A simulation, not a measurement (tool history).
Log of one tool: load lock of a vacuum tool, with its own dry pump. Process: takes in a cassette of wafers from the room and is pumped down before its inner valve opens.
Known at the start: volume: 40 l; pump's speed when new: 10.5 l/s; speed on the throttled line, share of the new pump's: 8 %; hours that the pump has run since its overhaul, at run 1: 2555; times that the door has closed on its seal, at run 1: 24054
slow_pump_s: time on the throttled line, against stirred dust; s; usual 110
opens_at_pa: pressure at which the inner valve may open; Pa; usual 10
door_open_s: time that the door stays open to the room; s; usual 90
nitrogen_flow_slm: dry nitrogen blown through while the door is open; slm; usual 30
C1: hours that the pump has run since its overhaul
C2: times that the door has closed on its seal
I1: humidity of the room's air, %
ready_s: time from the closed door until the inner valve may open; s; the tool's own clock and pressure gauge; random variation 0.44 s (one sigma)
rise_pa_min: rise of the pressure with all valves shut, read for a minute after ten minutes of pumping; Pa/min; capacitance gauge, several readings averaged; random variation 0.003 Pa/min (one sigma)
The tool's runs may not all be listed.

{"run": 1, "hour": 0.0, "slow_pump_s": 110, "opens_at_pa": 10, "door_open_s": 90, "nitrogen_flow_slm": 30, "C1": 2555, "C2": 24054, "I1": 44.1, "ready_s": 137.2, "rise_pa_min": 0.34}
{"run": 2, "hour": 182.0, "slow_pump_s": 110, "opens_at_pa": 8, "door_open_s": 90, "nitrogen_flow_slm": 30, "C1": 2737, "C2": 24498, "I1": 47.6, "ready_s": 137.8, "rise_pa_min": 0.365}
{"run": 3, "hour": 291.6, "slow_pump_s": 110, "opens_at_pa": 8, "door_open_s": 90, "nitrogen_flow_slm": 30, "C1": 2847, "C2": 24765, "I1": 48, "ready_s": 138, "rise_pa_min": 0.363}
{"run": 4, "hour": 477.3, "slow_pump_s": 110, "opens_at_pa": 8, "door_open_s": 90, "nitrogen_flow_slm": 30, "C1": 3033, "C2": 25217, "I1": 46.2, "ready_s": 137.5, "rise_pa_min": 0.377}
{"run": 5, "hour": 578.6, "slow_pump_s": 110, "opens_at_pa": 10, "door_open_s": 90, "nitrogen_flow_slm": 30, "C1": 3134, "C2": 25464, "I1": 45.9, "ready_s": 137.2, "rise_pa_min": 0.377}
{"run": 6, "hour": 737.4, "slow_pump_s": 110, "opens_at_pa": 10, "door_open_s": 90, "nitrogen_flow_slm": 30, "C1": 3293, "C2": 25852, "I1": 45.8, "ready_s": 137.5, "rise_pa_min": 0.379}
{"run": 7, "hour": 877.7, "slow_pump_s": 110, "opens_at_pa": 14, "door_open_s": 155, "nitrogen_flow_slm": 30, "C1": 3433, "C2": 26194, "I1": 44.6, "ready_s": 134.7, "rise_pa_min": 0.413}
{"run": 8, "hour": 1032.0, "slow_pump_s": 110, "opens_at_pa": 14, "door_open_s": 155, "nitrogen_flow_slm": 30, "C1": 3587, "C2": 26570, "I1": 46.3, "ready_s": 135.3, "rise_pa_min": 0.414}
{"run": 9, "hour": 1112.4, "slow_pump_s": 106, "opens_at_pa": 10, "door_open_s": 90, "nitrogen_flow_slm": 32, "C1": 3668, "C2": 26766, "I1": 47.8, "ready_s": 133.5, "rise_pa_min": 0.406}
{"run": 10, "hour": 1230.6, "slow_pump_s": 157, "opens_at_pa": 15, "door_open_s": 90, "nitrogen_flow_slm": 30, "C1": 3786, "C2": 27054, "I1": 42.3, "ready_s": 178.3, "rise_pa_min": 0.411}

Forecast each of these 5 alternatives for the next run:
{"run": "A", "hour": 1388.4, "slow_pump_s": 110, "opens_at_pa": 10, "door_open_s": 177, "nitrogen_flow_slm": 30, "C1": 3944, "C2": 27438, "I1": 40.7, "ready_s": "?", "rise_pa_min": "?"}
{"run": "B", "hour": 1388.4, "slow_pump_s": 110, "opens_at_pa": 10, "door_open_s": 230, "nitrogen_flow_slm": 5, "C1": 3944, "C2": 27438, "I1": 43.7, "ready_s": "?", "rise_pa_min": "?"}
{"run": "C", "hour": 1388.4, "slow_pump_s": 157, "opens_at_pa": 15, "door_open_s": 90, "nitrogen_flow_slm": 25, "C1": 3944, "C2": 27438, "I1": 44.6, "ready_s": "?", "rise_pa_min": "?"}
{"run": "D", "hour": 1388.4, "slow_pump_s": 110, "opens_at_pa": 10, "door_open_s": 90, "nitrogen_flow_slm": 30, "C1": 3944, "C2": 27438, "I1": 40.1, "ready_s": "?", "rise_pa_min": "?"}
{"run": "E", "hour": 1388.4, "slow_pump_s": 157, "opens_at_pa": 15, "door_open_s": 132, "nitrogen_flow_slm": 34, "C1": 3944, "C2": 27438, "I1": 45.9, "ready_s": "?", "rise_pa_min": "?"}

run=A ready_s=137.1 rise_pa_min=0.431
run=B ready_s=136.4 rise_pa_min=0.499
run=C ready_s=179.7 rise_pa_min=0.424
run=D ready_s=138.2 rise_pa_min=0.426
run=E ready_s=179 rise_pa_min=0.441
Without the tool's hidden state the same runs would have given:
run=A ready_s=136.1 rise_pa_min=0.058
run=B ready_s=135.3 rise_pa_min=0.128
run=C ready_s=178.9 rise_pa_min=0.051
run=D ready_s=137.1 rise_pa_min=0.049
run=E ready_s=178.2 rise_pa_min=0.059
